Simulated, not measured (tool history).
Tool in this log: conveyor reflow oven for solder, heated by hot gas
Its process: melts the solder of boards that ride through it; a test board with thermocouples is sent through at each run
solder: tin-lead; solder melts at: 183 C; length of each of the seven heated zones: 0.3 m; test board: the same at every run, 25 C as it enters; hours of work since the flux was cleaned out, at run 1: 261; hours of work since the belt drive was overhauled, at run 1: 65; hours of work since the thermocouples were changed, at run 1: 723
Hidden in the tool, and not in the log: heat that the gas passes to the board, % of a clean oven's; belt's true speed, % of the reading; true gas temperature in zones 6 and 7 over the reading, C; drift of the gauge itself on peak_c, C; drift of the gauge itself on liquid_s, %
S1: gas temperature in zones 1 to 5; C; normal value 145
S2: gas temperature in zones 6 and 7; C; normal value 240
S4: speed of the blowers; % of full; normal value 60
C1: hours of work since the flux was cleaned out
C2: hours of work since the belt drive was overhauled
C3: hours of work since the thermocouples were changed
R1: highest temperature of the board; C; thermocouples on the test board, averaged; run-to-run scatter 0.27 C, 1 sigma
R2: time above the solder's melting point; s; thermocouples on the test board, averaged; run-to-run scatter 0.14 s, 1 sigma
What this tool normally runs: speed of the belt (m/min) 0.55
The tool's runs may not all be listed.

{"run": 1, "hour": 0.0, "S1": 145, "S2": 240, "speed of the belt (m/min)": 0.55, "S4": 60, "C1": 261, "C2": 65, "C3": 723, "R1": 218, "R2": 50.8}
{"run": 2, "hour": 8.9, "S1": 145, "S2": 240, "speed of the belt (m/min)": 0.55, "S4": 60, "C1": 266, "C2": 70, "C3": 728, "R1": 217.7, "R2": 51.1}
{"run": 3, "hour": 17.1, "S1": 145, "S2": 240, "speed of the belt (m/min)": 0.55, "S4": 60, "C1": 271, "C2": 75, "C3": 733, "R1": 217.9, "R2": 51}
{"run": 4, "hour": 23.0, "S1": 145, "S2": 240, "speed of the belt (m/min)": 0.55, "S4": 60, "C1": 275, "C2": 79, "C3": 737, "R1": 218.2, "R2": 51}
{"run": 5, "hour": 31.7, "S1": 145, "S2": 240, "speed of the belt (m/min)": 0.55, "S4": 60, "C1": 280, "C2": 84, "C3": 742, "R1": 217.7, "R2": 50.9}
{"run": 6, "hour": 38.0, "S1": 145, "S2": 240, "speed of the belt (m/min)": 0.55, "S4": 60, "C1": 284, "C2": 88, "C3": 746, "R1": 217.6, "R2": 50.9}
{"run": 7, "hour": 46.0, "S1": 145, "S2": 240, "speed of the belt (m/min)": 0.55, "S4": 72, "C1": 289, "C2": 93, "C3": 751, "R1": 220.2, "R2": 52.8}
{"run": 8, "hour": 52.8, "S1": 145, "S2": 240, "speed of the belt (m/min)": 0.55, "S4": 72, "C1": 293, "C2": 97, "C3": 755, "R1": 219.7, "R2": 52.7}
{"run": 9, "hour": 57.3, "S1": 145, "S2": 240, "speed of the belt (m/min)": 0.55, "S4": 72, "C1": 295, "C2": 100, "C3": 758, "R1": 220.1, "R2": 52.6}
{"run": 10, "hour": 61.4, "S1": 145, "S2": 240, "speed of the belt (m/min)": 0.55, "S4": 72, "C1": 298, "C2": 102, "C3": 760, "R1": 219.9, "R2": 52.5}
{"run": 11, "hour": 68.1, "S1": 145, "S2": 240, "speed of the belt (m/min)": 0.55, "S4": 60, "C1": 302, "C2": 106, "C3": 764, "R1": 217.3, "R2": 50.9}
{"run": 12, "hour": 72.6, "S1": 145, "S2": 240, "speed of the belt (m/min)": 0.55, "S4": 60, "C1": 305, "C2": 109, "C3": 767, "R1": 217.3, "R2": 50.7}
{"run": 13, "hour": 78.4, "S1": 145, "S2": 240, "speed of the belt (m/min)": 0.55, "S4": 60, "C1": 308, "C2": 112, "C3": 770, "R1": 217.6, "R2": 50.9}
{"run": 14, "hour": 82.9, "S1": 145, "S2": 240, "speed of the belt (m/min)": 0.55, "S4": 60, "C1": 311, "C2": 115, "C3": 773, "R1": 217.5, "R2": 50.8}
{"run": 15, "hour": 89.7, "S1": 145, "S2": 240, "speed of the belt (m/min)": 0.55, "S4": 60, "C1": 315, "C2": 119, "C3": 777, "R1": 217.7, "R2": 51}
{"run": 16, "hour": 98.4, "S1": 145, "S2": 240, "speed of the belt (m/min)": 0.55, "S4": 60, "C1": 320, "C2": 124, "C3": 782, "R1": 217.6, "R2": 50.7}
{"run": 17, "hour": 106.4, "S1": 145, "S2": 240, "speed of the belt (m/min)": 0.55, "S4": 55, "C1": 325, "C2": 129, "C3": 787, "R1": 216.4, "R2": 49.5}
{"run": 18, "hour": 115.7, "S1": 131, "S2": 240, "speed of the belt (m/min)": 0.55, "S4": 55, "C1": 331, "C2": 135, "C3": 793, "R1": 212.9, "R2": 42.8}
{"run": 19, "hour": 121.4, "S1": 141, "S2": 234, "speed of the belt (m/min)": 0.506, "S4": 51, "C1": 334, "C2": 138, "C3": 796, "R1": 212.3, "R2": 50}
{"hour": 127.2, "done": "flux residue cleaned out of gas plates and filters"}
{"run": 20, "hour": 133.1, "S1": 141, "S2": 234, "speed of the belt (m/min)": 0.506, "S4": 51, "C1": 4, "C2": 142, "C3": 800, "R1": 214.7, "R2": 51.8}
{"hour": 137.8, "done": "belt drive overhauled, speed set with a stopwatch"}
{"run": 21, "hour": 144.6, "S1": 141, "S2": 234, "speed of the belt (m/min)": 0.506, "S4": 51, "C1": 8, "C2": 4, "C3": 805, "R1": 214.5, "R2": 51.8}
{"run": 22, "hour": 148.6, "S1": 145, "S2": 231, "speed of the belt (m/min)": 0.443, "S4": 60, "C1": 11, "C2": 7, "C3": 807, "R1": 218.3, "R2": 65.8}
{"run": 23, "hour": 153.3, "S1": 145, "S2": 240, "speed of the belt (m/min)": 0.585, "S4": 58, "C1": 13, "C2": 9, "C3": 810, "R1": 217.1, "R2": 47.5}
{"run": 24, "hour": 159.7, "S1": 156, "S2": 246, "speed of the belt (m/min)": 0.55, "S4": 60, "C1": 17, "C2": 13, "C3": 814, "R1": 226.9, "R2": 60.8}
{"run": 25, "hour": 166.8, "S1": 134, "S2": 255, "speed of the belt (m/min)": 0.55, "S4": 66, "C1": 22, "C2": 18, "C3": 818, "R1": 231.4, "R2": 55.7}
{"run": 26, "hour": 175.8, "S1": 160, "S2": 234, "speed of the belt (m/min)": 0.55, "S4": 60, "C1": 27, "C2": 23, "C3": 824, "R1": 217.3, "R2": 57.3}
{"hour": 184.6, "done": "belt drive overhauled, speed set with a stopwatch, once more"}
{"run": 27, "hour": 184.6, "S1": 160, "S2": 234, "speed of the belt (m/min)": 0.55, "S4": 60, "C1": 30, "C2": 0, "C3": 827, "R1": 217.6, "R2": 56.8}
{"run": 28, "hour": 188.7, "S1": 145, "S2": 240, "speed of the belt (m/min)": 0.642, "S4": 60, "C1": 32, "C2": 2, "C3": 829, "R1": 214.2, "R2": 40.6}
{"run": 29, "hour": 195.6, "S1": 145, "S2": 240, "speed of the belt (m/min)": 0.622, "S4": 60, "C1": 37, "C2": 7, "C3": 833, "R1": 214.8, "R2": 42.9}
{"run": 30, "hour": 200.3, "S1": 130, "S2": 240, "speed of the belt (m/min)": 0.586, "S4": 59, "C1": 39, "C2": 10, "C3": 836, "R1": 213.4, "R2": 40.3}
{"run": 31, "hour": 206.4, "S1": 149, "S2": 232, "speed of the belt (m/min)": 0.586, "S4": 59, "C1": 43, "C2": 13, "C3": 840, "R1": 211.2, "R2": 44.5}

What if the next run were any one of these 3? Each begins from the tool's condition after run 31:
{"run": "A", "hour": 211.3, "S1": 154, "S2": 240, "speed of the belt (m/min)": 0.55, "S4": 60, "C1": 46, "C2": 16, "C3": 843, "R1": "?", "R2": "?"}
{"run": "B", "hour": 211.3, "S1": 145, "S2": 240, "speed of the belt (m/min)": 0.488, "S4": 60, "C1": 46, "C2": 16, "C3": 843, "R1": "?", "R2": "?"}
{"run": "C", "hour": 211.3, "S1": 153, "S2": 240, "speed of the belt (m/min)": 0.55, "S4": 54, "C1": 46, "C2": 16, "C3": 843, "R1": "?", "R2": "?"}

run=A R1=221 R2=56.4
run=B R1=223 R2=62
run=C R1=220.5 R2=54.7
Without the tool's unlogged condition, the same runs would have read:
run=A R1=222.7 R2=57.4
run=B R1=224.8 R2=63
run=C R1=222.2 R2=55.7
